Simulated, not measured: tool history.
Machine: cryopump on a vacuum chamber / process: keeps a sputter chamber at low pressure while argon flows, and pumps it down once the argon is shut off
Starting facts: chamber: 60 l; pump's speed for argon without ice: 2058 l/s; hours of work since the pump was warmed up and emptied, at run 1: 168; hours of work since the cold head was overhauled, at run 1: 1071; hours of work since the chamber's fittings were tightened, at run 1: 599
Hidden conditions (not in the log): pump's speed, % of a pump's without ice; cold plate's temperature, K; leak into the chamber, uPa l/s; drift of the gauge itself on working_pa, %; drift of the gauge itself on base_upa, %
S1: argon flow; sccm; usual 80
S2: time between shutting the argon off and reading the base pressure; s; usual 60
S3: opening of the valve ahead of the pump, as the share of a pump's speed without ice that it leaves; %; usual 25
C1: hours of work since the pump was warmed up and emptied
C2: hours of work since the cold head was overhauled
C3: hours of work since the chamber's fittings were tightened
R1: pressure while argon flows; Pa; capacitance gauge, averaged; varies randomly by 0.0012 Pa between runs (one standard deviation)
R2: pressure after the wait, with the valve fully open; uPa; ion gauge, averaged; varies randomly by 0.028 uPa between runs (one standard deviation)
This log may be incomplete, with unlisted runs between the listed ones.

| run | day | S1 | S2 | S3 | C1 | C2 | C3 | R1 | R2 |
|---|---|---|---|---|---|---|---|---|---|
| 1 | 0 | 80 | 60 | 25 | 168 | 1071 | 599 | 0.2719 | 1.79 |
| 2 | 4.729 | 80 | 60 | 25 | 221 | 1123 | 652 | 0.2724 | 1.8 |
| 3 | 9.842 | 80 | 60 | 25 | 277 | 1180 | 708 | 0.2734 | 1.85 |
| 4 | 12.704 | 80 | 60 | 25 | 309 | 1212 | 740 | 0.276 | 1.93 |
| 5 | 16.812 | 80 | 30 | 25 | 354 | 1257 | 785 | 0.277 | 3.09 |
| 6 | 21 | 80 | 60 | 25 | 401 | 1304 | 832 | 0.2796 | 2.02 |
|  | 23.396 | pump warmed up, emptied and cooled again |
| 7 | 26.671 | 80 | 23 | 25 | 36 | 1364 | 892 | 0.2656 | 3.74 |
| 8 | 31.192 | 80 | 23 | 25 | 86 | 1414 | 942 | 0.2671 | 3.81 |
| 9 | 35.575 | 80 | 23 | 25 | 135 | 1463 | 991 | 0.2737 | 3.92 |
| 10 | 39.238 | 80 | 23 | 25 | 175 | 1503 | 1031 | 0.271 | 3.92 |
| 11 | 44.242 | 86 | 23 | 25 | 231 | 1558 | 1087 | 0.2927 | 4.04 |
| 12 | 48.929 | 86 | 23 | 25 | 283 | 1610 | 1139 | 0.2981 | 4 |
| 13 | 54.4 | 86 | 23 | 25 | 343 | 1671 | 1199 | 0.2986 | 4.14 |
| 14 | 58.271 | 80 | 202 | 25 | 386 | 1714 | 1242 | 0.2816 | 1.59 |
|  | 62.012 | pump warmed up, emptied and cooled again |
| 15 | 62.642 | 80 | 202 | 25 | 7 | 1760 | 1288 | 0.2644 | 1.39 |
| 16 | 65.925 | 80 | 202 | 25 | 43 | 1796 | 1324 | 0.2652 | 1.5 |
| 17 | 69.462 | 70 | 27 | 20 | 82 | 1835 | 1364 | 0.2931 | 3.72 |
| 18 | 74.208 | 70 | 27 | 20 | 135 | 1888 | 1416 | 0.2926 | 3.75 |
| 19 | 78.325 | 70 | 27 | 20 | 181 | 1933 | 1462 | 0.294 | 3.8 |
| 20 | 82.6 | 145 | 96 | 25 | 228 | 1981 | 1509 | 0.4956 | 2.01 |
| 21 | 87.808 | 91 | 96 | 24 | 286 | 2038 | 1567 | 0.3256 | 2.17 |
| 22 | 91.088 | 91 | 96 | 24 | 322 | 2075 | 1603 | 0.3266 | 2.16 |
| 23 | 95.517 | 106 | 33 | 16 | 371 | 2124 | 1652 | 0.5656 | 3.65 |
| 24 | 98.858 | 106 | 33 | 16 | 408 | 2161 | 1689 | 0.5645 | 3.74 |
|  | 100.538 | pump warmed up, emptied and cooled again |
| 25 | 102.904 | 106 | 33 | 16 | 26 | 2203 | 1731 | 0.5508 | 3.5 |
| 26 | 107.788 | 56 | 86 | 16 | 80 | 2257 | 1785 | 0.2915 | 2.19 |
| 27 | 111.571 | 80 | 60 | 55 | 122 | 2299 | 1827 | 0.1261 | 2.6 |
| 28 | 114.592 | 80 | 60 | 55 | 156 | 2333 | 1861 | 0.1262 | 2.65 |
| 29 | 117.388 | 80 | 41 | 22 | 187 | 2364 | 1892 | 0.3074 | 3.41 |
| 30 | 121.642 | 80 | 41 | 22 | 234 | 2411 | 1939 | 0.3106 | 3.4 |
| 31 | 126.983 | 80 | 48 | 17 | 293 | 2470 | 1998 | 0.3994 | 3.24 |
| 32 | 131.458 | 45 | 234 | 25 | 342 | 2519 | 2047 | 0.1557 | 2.16 |

Below are 5 alternative next runs, each starting from the tool's condition after run 32. Predict each:
|  | 133.492 | leaking fittings of the chamber tightened, without venting |
| A | 135.558 | 90 | 81 | 16 | 387 | 2564 | 23 | ? | ? |
|  | 133.492 | leaking fittings of the chamber tightened, without venting |
| B | 135.558 | 140 | 183 | 48 | 387 | 2564 | 23 | ? | ? |
|  | 133.492 | leaking fittings of the chamber tightened, without venting |
| C | 135.558 | 64 | 127 | 25 | 387 | 2564 | 23 | ? | ? |
|  | 133.492 | leaking fittings of the chamber tightened, without venting |
| D | 135.558 | 45 | 234 | 28 | 387 | 2564 | 23 | ? | ? |
|  | 133.492 | leaking fittings of the chamber tightened, without venting |
| E | 135.558 | 80 | 23 | 49 | 387 | 2564 | 23 | ? | ? |

| run | R1 | R2 |
|---|---|---|
| A | 0.48 | 1.09 |
| B | 0.2698 | 0.63 |
| C | 0.2239 | 0.77 |
| D | 0.1426 | 0.54 |
| E | 0.1493 | 3.31 |
With the hidden condition removed and each run's random variation left untouched, the same runs would have given:
| run | R1 | R2 |
|---|---|---|
| A | 0.4605 | 1.01 |
| B | 0.2395 | 0.55 |
| C | 0.21 | 0.69 |
| D | 0.1328 | 0.46 |
| E | 0.1322 | 3.23 |

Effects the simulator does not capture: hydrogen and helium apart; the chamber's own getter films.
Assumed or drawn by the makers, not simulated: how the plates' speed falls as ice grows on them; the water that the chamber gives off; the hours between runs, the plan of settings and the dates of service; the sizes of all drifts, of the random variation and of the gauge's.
